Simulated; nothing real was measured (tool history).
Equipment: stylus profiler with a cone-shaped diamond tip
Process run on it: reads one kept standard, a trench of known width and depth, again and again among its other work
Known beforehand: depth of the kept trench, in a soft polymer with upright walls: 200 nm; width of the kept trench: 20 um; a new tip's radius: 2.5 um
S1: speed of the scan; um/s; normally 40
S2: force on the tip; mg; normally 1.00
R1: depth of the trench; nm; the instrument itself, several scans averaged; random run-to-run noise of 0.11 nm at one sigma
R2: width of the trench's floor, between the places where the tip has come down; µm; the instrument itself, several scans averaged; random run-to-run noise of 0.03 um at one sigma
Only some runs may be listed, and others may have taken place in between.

{"run": 1, "day": 0.0, "S1": 40, "S2": 1.0, "R1": 200.21, "R2": 16.6}
{"run": 2, "day": 1.212, "S1": 40, "S2": 1.0, "R1": 200.4, "R2": 16.62}
{"run": 3, "day": 2.529, "S1": 24, "S2": 1.0, "R1": 200.18, "R2": 16.72}
{"run": 4, "day": 3.996, "S1": 14, "S2": 1.0, "R1": 200.26, "R2": 16.76}
{"run": 5, "day": 5.112, "S1": 40, "S2": 0.45, "R1": 199.78, "R2": 16.38}
{"run": 6, "day": 6.825, "S1": 40, "S2": 0.45, "R1": 199.87, "R2": 16.37}
{"run": 7, "day": 8.233, "S1": 40, "S2": 0.45, "R1": 199.84, "R2": 16.37}
{"run": 8, "day": 9.933, "S1": 75, "S2": 0.88, "R1": 200.22, "R2": 16.19}
{"run": 9, "day": 11.212, "S1": 39, "S2": 0.83, "R1": 200.05, "R2": 16.49}
{"run": 10, "day": 12.104, "S1": 39, "S2": 0.83, "R1": 200.13, "R2": 16.46}
{"run": 11, "day": 13.338, "S1": 40, "S2": 0.56, "R1": 199.68, "R2": 16.31}

Alternative continuations, all from the tool just after run 11; predict every row:
{"run": "A", "day": 14.892, "S1": 40, "S2": 0.34, "R1": "?", "R2": "?"}
{"run": "B", "day": 14.892, "S1": 40, "S2": 1.15, "R1": "?", "R2": "?"}
{"run": "C", "day": 14.892, "S1": 75, "S2": 0.9, "R1": "?", "R2": "?"}
{"run": "D", "day": 14.892, "S1": 23, "S2": 2.13, "R1": "?", "R2": "?"}
{"run": "E", "day": 14.892, "S1": 40, "S2": 0.34, "R1": "?", "R2": "?"}

run=A R1=199.45 R2=16.17
run=B R1=200.24 R2=16.43
run=C R1=200.09 R2=16.11
run=D R1=200.49 R2=16.64
run=E R1=199.79 R2=16.24
Stripped of hidden state, with their random variation kept, the same runs would have yielded:
run=A R1=200.11 R2=17.46
run=B R1=200.90 R2=17.72
run=C R1=200.75 R2=17.40
run=D R1=201.16 R2=17.93
run=E R1=200.45 R2=17.52
